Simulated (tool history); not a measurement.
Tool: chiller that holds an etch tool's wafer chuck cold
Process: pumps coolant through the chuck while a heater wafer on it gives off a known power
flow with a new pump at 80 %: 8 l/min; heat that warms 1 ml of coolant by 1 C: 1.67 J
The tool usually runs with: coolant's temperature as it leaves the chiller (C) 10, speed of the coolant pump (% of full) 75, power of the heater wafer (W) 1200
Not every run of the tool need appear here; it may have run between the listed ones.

| run | hour | coolant's temperature as it leaves the chiller (C) | speed of the coolant pump (% of full) | power of the heater wafer (W) | chuck's temperature once it has settled (C) | how much warmer the coolant comes back (C) |
|---|---|---|---|---|---|---|
| 1 | 0 | 10 | 75 | 1200 | 22.2 | 5.87 |
| 2 | 60.7 | 10 | 75 | 1200 | 22.4 | 5.94 |
| 3 | 116.1 | 10 | 75 | 1392 | 24.3 | 6.9 |
| 4 | 162 | 10 | 84 | 1392 | 23.2 | 6 |
| 5 | 203.7 | 17 | 75 | 1200 | 29.3 | 5.93 |
| 6 | 268.4 | 11 | 75 | 1200 | 23.4 | 5.95 |
| 7 | 321.6 | 11 | 75 | 1200 | 23.2 | 5.91 |
| 8 | 366.1 | 10 | 63 | 1200 | 24.2 | 7.22 |
| 9 | 424.4 | 2 | 75 | 650 | 8.7 | 3.2 |
| 10 | 457.4 | 3 | 87 | 1057 | 13 | 4.45 |
| 11 | 520.8 | 3 | 87 | 1057 | 13 | 4.49 |
|  | 529.1 | coolant pump overhauled |
| 12 | 568.1 | 10 | 75 | 618 | 16.3 | 3.1 |
| 13 | 630.7 | 5 | 92 | 961 | 13.6 | 3.76 |
|  | 699.9 | coolant pump overhauled, once more |
| 14 | 699.9 | 20 | 75 | 1200 | 32.1 | 5.83 |
| 15 | 732.1 | 20 | 72 | 932 | 29.7 | 4.82 |

What would each run have given without the hidden state, its run-to-run variation left as it was?
What the log doesn't record here: heat passed by the chuck's channels, % of clean ones'; flow at a given pump speed, % of a new pump's; coolant's true temperature over the reading, C; drift of the gauge itself on chuck_c, C; drift of the gauge itself on warmer_back_c, C.
| run | chuck's temperature once it has settled (C) | how much warmer the coolant comes back (C) |
|---|---|---|
| 1 | 21.5 | 5.76 |
| 2 | 21.7 | 5.83 |
| 3 | 23.4 | 6.77 |
| 4 | 22.4 | 5.88 |
| 5 | 28.6 | 5.8 |
| 6 | 22.6 | 5.82 |
| 7 | 22.5 | 5.77 |
| 8 | 23.3 | 7.04 |
| 9 | 8.4 | 3.12 |
| 10 | 12.4 | 4.33 |
| 11 | 12.4 | 4.37 |
| 12 | 15.9 | 2.99 |
| 13 | 13 | 3.62 |
| 14 | 31.4 | 5.78 |
| 15 | 29.2 | 4.77 |

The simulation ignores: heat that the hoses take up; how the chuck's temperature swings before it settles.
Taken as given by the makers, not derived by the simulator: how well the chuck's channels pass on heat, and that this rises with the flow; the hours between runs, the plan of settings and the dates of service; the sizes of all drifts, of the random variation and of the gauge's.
